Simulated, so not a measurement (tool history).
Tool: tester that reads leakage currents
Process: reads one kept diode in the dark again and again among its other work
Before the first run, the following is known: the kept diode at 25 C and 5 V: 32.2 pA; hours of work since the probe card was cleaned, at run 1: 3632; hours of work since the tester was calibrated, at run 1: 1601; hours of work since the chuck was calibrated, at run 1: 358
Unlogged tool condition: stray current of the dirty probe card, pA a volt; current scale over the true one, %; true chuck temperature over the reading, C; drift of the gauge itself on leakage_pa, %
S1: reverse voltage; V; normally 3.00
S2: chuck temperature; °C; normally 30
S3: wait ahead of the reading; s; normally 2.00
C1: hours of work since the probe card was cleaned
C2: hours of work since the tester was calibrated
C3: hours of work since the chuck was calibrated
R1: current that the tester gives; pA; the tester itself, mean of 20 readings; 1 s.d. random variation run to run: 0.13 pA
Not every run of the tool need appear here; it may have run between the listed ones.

{"run": 1, "hour": 0.0, "S1": 3.0, "S2": 30, "S3": 2.0, "C1": 3632, "C2": 1601, "C3": 358, "R1": 39.0}
{"run": 2, "hour": 112.4, "S1": 3.0, "S2": 30, "S3": 2.0, "C1": 3679, "C2": 1648, "C3": 405, "R1": 38.91}
{"run": 3, "hour": 193.5, "S1": 3.0, "S2": 30, "S3": 2.0, "C1": 3713, "C2": 1682, "C3": 439, "R1": 38.88}
{"run": 4, "hour": 308.4, "S1": 3.0, "S2": 30, "S3": 2.0, "C1": 3761, "C2": 1731, "C3": 488, "R1": 38.96}
{"run": 5, "hour": 369.9, "S1": 3.0, "S2": 30, "S3": 2.0, "C1": 3787, "C2": 1757, "C3": 514, "R1": 38.97}
{"run": 6, "hour": 454.8, "S1": 3.0, "S2": 27, "S3": 2.0, "C1": 3823, "C2": 1792, "C3": 549, "R1": 29.39}
{"run": 7, "hour": 569.4, "S1": 3.0, "S2": 27, "S3": 2.0, "C1": 3871, "C2": 1840, "C3": 597, "R1": 29.51}
{"run": 8, "hour": 662.4, "S1": 3.0, "S2": 30, "S3": 2.0, "C1": 3910, "C2": 1879, "C3": 636, "R1": 38.91}
{"run": 9, "hour": 789.0, "S1": 3.0, "S2": 30, "S3": 2.0, "C1": 3963, "C2": 1933, "C3": 690, "R1": 39.02}
{"hour": 797.4, "done": "probe card cleaned and baked"}
{"run": 10, "hour": 889.5, "S1": 3.0, "S2": 22, "S3": 2.0, "C1": 39, "C2": 1973, "C3": 730, "R1": 18.32}
{"run": 11, "hour": 966.8, "S1": 3.0, "S2": 30, "S3": 3.56, "C1": 71, "C2": 2006, "C3": 763, "R1": 38.37}
{"run": 12, "hour": 1078.2, "S1": 3.0, "S2": 32, "S3": 2.0, "C1": 118, "C2": 2053, "C3": 810, "R1": 46.55}
{"run": 13, "hour": 1205.9, "S1": 3.0, "S2": 32, "S3": 2.0, "C1": 172, "C2": 2106, "C3": 863, "R1": 46.4}
{"run": 14, "hour": 1295.3, "S1": 3.0, "S2": 32, "S3": 2.0, "C1": 209, "C2": 2144, "C3": 901, "R1": 46.57}
{"run": 15, "hour": 1421.1, "S1": 3.0, "S2": 32, "S3": 2.0, "C1": 262, "C2": 2197, "C3": 954, "R1": 46.47}
{"run": 16, "hour": 1486.8, "S1": 3.0, "S2": 30, "S3": 2.0, "C1": 290, "C2": 2224, "C3": 981, "R1": 38.95}
{"run": 17, "hour": 1572.8, "S1": 3.0, "S2": 30, "S3": 2.0, "C1": 326, "C2": 2260, "C3": 1017, "R1": 38.76}
{"run": 18, "hour": 1692.6, "S1": 3.0, "S2": 32, "S3": 2.0, "C1": 376, "C2": 2311, "C3": 1068, "R1": 46.9}
{"run": 19, "hour": 1807.8, "S1": 3.0, "S2": 32, "S3": 2.0, "C1": 424, "C2": 2359, "C3": 1116, "R1": 46.43}
{"run": 20, "hour": 1865.2, "S1": 3.0, "S2": 32, "S3": 2.0, "C1": 448, "C2": 2383, "C3": 1140, "R1": 46.43}
{"run": 21, "hour": 1938.8, "S1": 3.0, "S2": 32, "S3": 2.0, "C1": 479, "C2": 2414, "C3": 1171, "R1": 46.61}
{"run": 22, "hour": 2021.8, "S1": 7.64, "S2": 37, "S3": 2.9, "C1": 514, "C2": 2449, "C3": 1206, "R1": 124.43}
{"run": 23, "hour": 2074.3, "S1": 7.64, "S2": 37, "S3": 2.9, "C1": 536, "C2": 2471, "C3": 1228, "R1": 125.07}
{"run": 24, "hour": 2167.8, "S1": 7.64, "S2": 37, "S3": 2.9, "C1": 576, "C2": 2510, "C3": 1267, "R1": 124.95}
{"run": 25, "hour": 2230.6, "S1": 7.64, "S2": 37, "S3": 2.9, "C1": 602, "C2": 2537, "C3": 1294, "R1": 124.89}
{"run": 26, "hour": 2353.8, "S1": 7.64, "S2": 37, "S3": 2.9, "C1": 654, "C2": 2588, "C3": 1345, "R1": 124.69}
{"run": 27, "hour": 2423.1, "S1": 5.58, "S2": 54, "S3": 3.32, "C1": 683, "C2": 2617, "C3": 1375, "R1": 429.45}
{"run": 28, "hour": 2475.7, "S1": 3.0, "S2": 45, "S3": 6.04, "C1": 705, "C2": 2640, "C3": 1397, "R1": 144.8}
{"hour": 2541.1, "done": "chuck's temperature calibrated"}
{"run": 29, "hour": 2563.3, "S1": 3.0, "S2": 45, "S3": 6.04, "C1": 741, "C2": 2676, "C3": 9, "R1": 144.3}
{"run": 30, "hour": 2615.2, "S1": 1.27, "S2": 32, "S3": 7.43, "C1": 763, "C2": 2697, "C3": 31, "R1": 28.15}
{"run": 31, "hour": 2679.1, "S1": 3.0, "S2": 21, "S3": 9.93, "C1": 789, "C2": 2724, "C3": 58, "R1": 16.54}
{"run": 32, "hour": 2761.4, "S1": 14.66, "S2": 40, "S3": 1.48, "C1": 824, "C2": 2759, "C3": 93, "R1": 238.74}
{"run": 33, "hour": 2831.3, "S1": 14.66, "S2": 40, "S3": 1.48, "C1": 853, "C2": 2788, "C3": 122, "R1": 237.9}
{"run": 34, "hour": 2886.5, "S1": 8.32, "S2": 57, "S3": 2.59, "C1": 876, "C2": 2811, "C3": 145, "R1": 689.27}
{"run": 35, "hour": 3009.0, "S1": 8.32, "S2": 36, "S3": 8.23, "C1": 928, "C2": 2863, "C3": 197, "R1": 119.88}
{"run": 36, "hour": 3096.4, "S1": 8.32, "S2": 34, "S3": 8.23, "C1": 965, "C2": 2899, "C3": 233, "R1": 100.2}
{"run": 37, "hour": 3205.2, "S1": 8.32, "S2": 34, "S3": 8.23, "C1": 1010, "C2": 2945, "C3": 279, "R1": 99.9}
{"run": 38, "hour": 3331.4, "S1": 8.32, "S2": 26, "S3": 1.69, "C1": 1063, "C2": 2998, "C3": 332, "R1": 49.04}
{"run": 39, "hour": 3451.5, "S1": 4.8, "S2": 55, "S3": 3.99, "C1": 1114, "C2": 3049, "C3": 382, "R1": 427.53}
{"run": 40, "hour": 3519.2, "S1": 1.06, "S2": 38, "S3": 2.37, "C1": 1142, "C2": 3077, "C3": 411, "R1": 43.68}

Hidden condition of the tool, last listed run before each entry between runs versus first listed run after:
Logged between run 9 and run 10: probe card cleaned and baked (hour 797.4)
  stray current of the dirty probe card, pA a volt: 0.038 -> 0.02
  the result without the hidden state subtracted from the measured one, R1: +0.02 -> -0.02 pA
Logged between run 28 and run 29: chuck's temperature calibrated (hour 2541.1)
  stray current of the dirty probe card, pA a volt: 0.023 -> 0.024; true chuck temperature over the reading, C: -0.02 -> 0
  the result without the hidden state subtracted from the measured one, R1: -0.23 -> +0.00 pA
